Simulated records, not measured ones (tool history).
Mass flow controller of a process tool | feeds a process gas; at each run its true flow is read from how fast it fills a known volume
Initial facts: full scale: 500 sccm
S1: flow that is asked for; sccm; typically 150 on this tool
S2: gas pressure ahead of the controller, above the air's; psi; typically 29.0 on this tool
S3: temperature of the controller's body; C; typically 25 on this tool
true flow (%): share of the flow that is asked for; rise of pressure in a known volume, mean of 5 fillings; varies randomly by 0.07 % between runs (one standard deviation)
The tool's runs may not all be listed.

{"run": 1, "hour": 0.0, "S1": 150, "S2": 29.0, "S3": 25, "true flow (%)": 98.28}
{"run": 2, "hour": 300.2, "S1": 150, "S2": 29.0, "S3": 25, "true flow (%)": 98.3}
{"run": 3, "hour": 607.8, "S1": 63, "S2": 29.0, "S3": 25, "true flow (%)": 97.79}
{"run": 4, "hour": 778.2, "S1": 63, "S2": 29.0, "S3": 25, "true flow (%)": 98.03}
{"run": 5, "hour": 971.5, "S1": 150, "S2": 21.8, "S3": 25, "true flow (%)": 98.06}
{"run": 6, "hour": 1365.7, "S1": 150, "S2": 35.0, "S3": 25, "true flow (%)": 98.84}
{"run": 7, "hour": 1545.1, "S1": 150, "S2": 35.0, "S3": 25, "true flow (%)": 98.89}
{"run": 8, "hour": 1959.9, "S1": 150, "S2": 35.0, "S3": 25, "true flow (%)": 98.9}
{"run": 9, "hour": 2348.1, "S1": 150, "S2": 34.4, "S3": 25, "true flow (%)": 98.91}
{"run": 10, "hour": 2698.8, "S1": 64, "S2": 29.0, "S3": 25, "true flow (%)": 98.27}
{"run": 11, "hour": 2996.9, "S1": 150, "S2": 29.0, "S3": 25, "true flow (%)": 98.92}
{"run": 12, "hour": 3291.7, "S1": 150, "S2": 29.0, "S3": 25, "true flow (%)": 98.91}
{"run": 13, "hour": 3539.8, "S1": 150, "S2": 31.5, "S3": 25, "true flow (%)": 99.15}
{"run": 14, "hour": 3932.4, "S1": 150, "S2": 31.5, "S3": 22, "true flow (%)": 99.05}
{"run": 15, "hour": 4134.8, "S1": 150, "S2": 29.0, "S3": 34, "true flow (%)": 99.88}
{"run": 16, "hour": 4353.3, "S1": 150, "S2": 29.0, "S3": 34, "true flow (%)": 100.08}
{"run": 17, "hour": 4726.9, "S1": 150, "S2": 29.0, "S3": 34, "true flow (%)": 100.09}
{"run": 18, "hour": 5131.1, "S1": 150, "S2": 29.0, "S3": 34, "true flow (%)": 100.16}
{"hour": 5512.0, "done": "controller's zero set anew"}
{"run": 19, "hour": 5517.2, "S1": 150, "S2": 29.0, "S3": 34, "true flow (%)": 100.39}
{"run": 20, "hour": 5707.9, "S1": 150, "S2": 29.0, "S3": 34, "true flow (%)": 100.36}
{"hour": 5938.3, "done": "controller exchanged for a calibrated one"}
{"run": 21, "hour": 5986.2, "S1": 150, "S2": 29.0, "S3": 25, "true flow (%)": 99.57}
{"run": 22, "hour": 6299.0, "S1": 150, "S2": 29.0, "S3": 25, "true flow (%)": 99.82}
{"run": 23, "hour": 6543.6, "S1": 150, "S2": 29.0, "S3": 25, "true flow (%)": 99.88}
{"run": 24, "hour": 6898.2, "S1": 150, "S2": 29.0, "S3": 25, "true flow (%)": 99.75}
{"run": 25, "hour": 7281.6, "S1": 150, "S2": 29.0, "S3": 25, "true flow (%)": 100.02}
{"run": 26, "hour": 7522.2, "S1": 66, "S2": 32.5, "S3": 25, "true flow (%)": 99.68}
{"run": 27, "hour": 7760.3, "S1": 66, "S2": 23.5, "S3": 25, "true flow (%)": 99.39}
{"run": 28, "hour": 8105.2, "S1": 229, "S2": 23.5, "S3": 35, "true flow (%)": 101.24}
{"run": 29, "hour": 8298.9, "S1": 150, "S2": 35.4, "S3": 25, "true flow (%)": 100.41}
{"run": 30, "hour": 8523.6, "S1": 496, "S2": 29.0, "S3": 21, "true flow (%)": 101.65}
{"run": 31, "hour": 8905.5, "S1": 492, "S2": 29.9, "S3": 25, "true flow (%)": 102.22}
{"run": 32, "hour": 9296.7, "S1": 284, "S2": 20.7, "S3": 24, "true flow (%)": 100.84}
{"run": 33, "hour": 9542.2, "S1": 413, "S2": 34.1, "S3": 24, "true flow (%)": 102.04}
{"run": 34, "hour": 9791.2, "S1": 365, "S2": 29.0, "S3": 22, "true flow (%)": 101.38}
{"run": 35, "hour": 10035.3, "S1": 476, "S2": 35.0, "S3": 38, "true flow (%)": 103.64}
{"run": 36, "hour": 10210.0, "S1": 57, "S2": 22.8, "S3": 24, "true flow (%)": 99.78}
{"run": 37, "hour": 10543.5, "S1": 175, "S2": 28.0, "S3": 22, "true flow (%)": 100.58}
{"run": 38, "hour": 10719.3, "S1": 175, "S2": 28.0, "S3": 22, "true flow (%)": 100.53}
{"run": 39, "hour": 10969.0, "S1": 150, "S2": 24.4, "S3": 25, "true flow (%)": 100.61}
{"run": 40, "hour": 11201.7, "S1": 99, "S2": 22.6, "S3": 40, "true flow (%)": 101.71}
{"run": 41, "hour": 11400.4, "S1": 99, "S2": 22.6, "S3": 40, "true flow (%)": 101.73}
{"run": 42, "hour": 11693.4, "S1": 140, "S2": 22.8, "S3": 29, "true flow (%)": 100.96}
{"run": 43, "hour": 12067.7, "S1": 161, "S2": 35.2, "S3": 40, "true flow (%)": 102.63}
{"run": 44, "hour": 12349.5, "S1": 161, "S2": 35.2, "S3": 40, "true flow (%)": 102.79}
{"hour": 12422.0, "done": "gauge calibrated"}
{"run": 45, "hour": 12748.5, "S1": 342, "S2": 35.2, "S3": 27, "true flow (%)": 99.68}
{"run": 46, "hour": 13051.1, "S1": 342, "S2": 35.2, "S3": 30, "true flow (%)": 100.03}
{"run": 47, "hour": 13321.1, "S1": 342, "S2": 35.2, "S3": 30, "true flow (%)": 100.19}

4 options for the next run, each taken on its own from the tool as it stands now. Forecast them:
{"run": "A", "hour": 13574.7, "S1": 105, "S2": 32.2, "S3": 30, "true flow (%)": "?"}
{"run": "B", "hour": 13574.7, "S1": 72, "S2": 35.2, "S3": 30, "true flow (%)": "?"}
{"run": "C", "hour": 13574.7, "S1": 150, "S2": 39.5, "S3": 32, "true flow (%)": "?"}
{"run": "D", "hour": 13574.7, "S1": 464, "S2": 26.0, "S3": 25, "true flow (%)": "?"}

run=A true_flow_(%)=98.77
run=B true_flow_(%)=98.65
run=C true_flow_(%)=99.52
run=D true_flow_(%)=99.96
Without the tool's unlogged condition, the same runs would have read:
run=A true_flow_(%)=98.47
run=B true_flow_(%)=98.34
run=C true_flow_(%)=99.22
run=D true_flow_(%)=99.67
